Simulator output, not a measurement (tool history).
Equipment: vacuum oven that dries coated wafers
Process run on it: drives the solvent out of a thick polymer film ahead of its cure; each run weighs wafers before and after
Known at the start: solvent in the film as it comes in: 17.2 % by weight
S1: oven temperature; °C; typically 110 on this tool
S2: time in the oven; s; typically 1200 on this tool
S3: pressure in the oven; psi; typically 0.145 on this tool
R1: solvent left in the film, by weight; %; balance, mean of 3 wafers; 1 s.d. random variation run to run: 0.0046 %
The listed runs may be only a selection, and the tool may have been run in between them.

Run 1, hour 0.0: usual settings. Result: R1 0.930 %.
Run 2, hour 11.4: usual settings. Result: R1 0.931 %.
Run 3, hour 27.9: usual settings. Result: R1 0.913 %.
Run 4, hour 35.4: usual settings. Result: R1 0.927 %.
Run 5, hour 52.7: usual settings. Result: R1 0.919 %.
Run 6, hour 60.7: usual settings. Result: R1 0.927 %.
Run 7, hour 71.1: usual settings. Result: R1 0.926 %.
Run 8, hour 87.4: usual settings. Result: R1 0.915 %.
Run 9, hour 103.9: usual settings. Result: R1 0.927 %.
Run 10, hour 119.2: usual settings. Result: R1 0.925 %.
Run 11, hour 130.7: usual settings. Result: R1 0.919 %.
Run 12, hour 145.9: usual settings. Result: R1 0.928 %.
Run 13, hour 160.7: usual settings. Result: R1 0.927 %.
Run 14, hour 171.0: usual settings. Result: R1 0.931 %.
Run 15, hour 187.6: usual settings. Result: R1 0.919 %.
Run 16, hour 199.2: usual settings. Result: R1 0.926 %.
At hour 203.7: oven's thermocouples calibrated.
Run 17, hour 210.1: usual settings. Result: R1 0.981 %.
Run 18, hour 222.1: usual settings. Result: R1 0.972 %.
Run 19, hour 238.1: usual settings. Result: R1 0.966 %.
Run 20, hour 252.9: usual settings. Result: R1 0.971 %.
Run 21, hour 265.0: usual settings. Result: R1 0.969 %.
Run 22, hour 278.0: usual settings but S3 0.077 psi. Result: R1 0.807 %.
Run 23, hour 294.0: usual settings but S3 0.077 psi. Result: R1 0.801 %.
Run 24, hour 303.3: usual settings. Result: R1 0.974 %.
Run 25, hour 313.0: usual settings but S1 109 °C, S2 900 s, S3 0.083 psi. Result: R1 1.642 %.
Run 26, hour 323.1: usual settings but S2 1380 s. Result: R1 0.761 %.
Run 27, hour 334.1: usual settings but S2 1380 s. Result: R1 0.760 %.
Run 28, hour 345.5: usual settings but S2 1380 s, S3 0.112 psi. Result: R1 0.672 %.
Run 29, hour 355.7: usual settings but S3 0.377 psi. Result: R1 1.536 %.
Run 30, hour 364.0: usual settings but S1 117 °C, S2 1800 s, S3 0.088 psi. Result: R1 0.239 %.
Run 31, hour 371.3: usual settings but S1 95 °C, S2 1260 s, S3 0.245 psi. Result: R1 3.179 %.
Run 32, hour 388.2: usual settings but S1 95 °C, S2 900 s, S3 0.245 psi. Result: R1 4.621 %.
Run 33, hour 399.9: usual settings but S1 95 °C, S2 1260 s, S3 0.336 psi. Result: R1 3.508 %.
Run 34, hour 414.1: usual settings but S1 115 °C, S3 0.364 psi. Result: R1 1.100 %.
Run 35, hour 431.4: usual settings but S1 124 °C, S3 0.303 psi. Result: R1 0.575 %.
Run 36, hour 443.5: usual settings but S1 107 °C, S3 0.410 psi. Result: R1 1.956 %.
Run 37, hour 460.4: usual settings but S1 124 °C, S2 1080 s, S3 0.074 psi. Result: R1 0.258 %.
Run 38, hour 473.7: usual settings but S1 117 °C, S2 1320 s, S3 0.499 psi. Result: R1 1.164 %.
Run 39, hour 490.1: usual settings but S1 117 °C, S2 1320 s, S3 0.499 psi. Result: R1 1.157 %.
Run 40, hour 499.0: usual settings but S2 1440 s, S3 0.084 psi. Result: R1 0.560 %.
Run 41, hour 506.3: usual settings but S1 103 °C, S2 600 s, S3 0.413 psi. Result: R1 5.169 %.
Run 42, hour 520.4: usual settings but S1 103 °C, S3 0.413 psi. Result: R1 2.505 %.
Run 43, hour 531.3: usual settings but S1 117 °C, S2 960 s, S3 0.386 psi. Result: R1 1.288 %.
Run 44, hour 540.7: usual settings but S2 900 s, S3 0.222 psi. Result: R1 1.838 %.
Run 45, hour 555.0: usual settings but S1 113 °C, S2 660 s, S3 0.189 psi. Result: R1 2.374 %.
Run 46, hour 570.8: usual settings but S1 113 °C, S2 660 s, S3 0.189 psi. Result: R1 2.375 %.
Run 47, hour 579.3: usual settings but S1 105 °C, S3 0.410 psi. Result: R1 2.202 %.
Run 48, hour 593.0: usual settings but S1 105 °C, S3 0.410 psi. Result: R1 2.210 %.

Predict each of these 3 candidate next runs independently; none follows another, all start after run 48:
Run A, hour 604.5: usual settings but S1 96 °C, S2 1020 s, S3 0.115 psi. Result: R1 ?.
Run B, hour 604.5: usual settings but S1 106 °C. Result: R1 ?.
Run C, hour 604.5: usual settings but S1 118 °C, S3 0.410 psi. Result: R1 ?.

run     R1
  A  3.390
  B  1.360
  C  1.006
Without the tool's hidden state the same runs would have given:
run     R1
  A  3.395
  B  1.342
  C  0.984

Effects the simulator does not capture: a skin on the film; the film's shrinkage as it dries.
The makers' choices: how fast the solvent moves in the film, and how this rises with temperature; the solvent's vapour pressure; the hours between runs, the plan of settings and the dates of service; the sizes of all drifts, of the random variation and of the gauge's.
